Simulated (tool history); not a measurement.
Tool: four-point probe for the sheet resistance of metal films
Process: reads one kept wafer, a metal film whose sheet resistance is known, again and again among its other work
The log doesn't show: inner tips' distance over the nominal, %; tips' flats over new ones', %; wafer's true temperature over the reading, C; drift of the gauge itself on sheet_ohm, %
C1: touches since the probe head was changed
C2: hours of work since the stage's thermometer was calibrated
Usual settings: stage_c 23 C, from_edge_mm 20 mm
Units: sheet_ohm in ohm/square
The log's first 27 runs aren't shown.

Run 28, hour 809.2: usual settings but stage_c 20 C, from_edge_mm 42 mm; C1 21896; C2 484. Result: sheet_ohm 1.832890 ohm/square.
Run 29, hour 838.1: usual settings but stage_c 26 C, from_edge_mm 6 mm; C1 22454; C2 500. Result: sheet_ohm 1.843785 ohm/square.
Run 30, hour 855.8: usual settings but stage_c 26 C, from_edge_mm 6 mm; C1 22797; C2 509. Result: sheet_ohm 1.843204 ohm/square.
Run 31, hour 889.9: usual settings but stage_c 21 C, from_edge_mm 28 mm; C1 23456; C2 527. Result: sheet_ohm 1.833633 ohm/square.
Run 32, hour 921.5: usual settings but stage_c 27 C, from_edge_mm 9 mm; C1 24064; C2 544. Result: sheet_ohm 1.840921 ohm/square.
Run 33, hour 956.3: usual settings but stage_c 27 C, from_edge_mm 9 mm; C1 24738; C2 563. Result: sheet_ohm 1.840690 ohm/square.
Run 34, hour 973.7: usual settings but stage_c 27 C, from_edge_mm 75 mm; C1 25074; C2 572. Result: sheet_ohm 1.838048 ohm/square.
Run 35, hour 995.3: usual settings but stage_c 27 C, from_edge_mm 5 mm; C1 25490; C2 583. Result: sheet_ohm 1.847891 ohm/square.
Run 36, hour 1034.7: usual settings but stage_c 27 C, from_edge_mm 5 mm; C1 26252; C2 604. Result: sheet_ohm 1.847420 ohm/square.

Forecast each of these 3 alternatives for the next run:
Run A, hour 1062.7: usual settings but stage_c 31 C, from_edge_mm 12 mm; C1 26792; C2 619. Result: sheet_ohm ?.
Run B, hour 1062.7: usual settings but stage_c 19 C, from_edge_mm 32 mm; C1 26792; C2 619. Result: sheet_ohm ?.
Run C, hour 1062.7: usual settings but stage_c 28 C; C1 26792; C2 619. Result: sheet_ohm ?.

run  sheet_ohm
  A   1.842216
  B   1.833464
  C   1.839291
Without the tool's hidden state the same runs would have given:
run  sheet_ohm
  A   1.845053
  B   1.836247
  C   1.842113

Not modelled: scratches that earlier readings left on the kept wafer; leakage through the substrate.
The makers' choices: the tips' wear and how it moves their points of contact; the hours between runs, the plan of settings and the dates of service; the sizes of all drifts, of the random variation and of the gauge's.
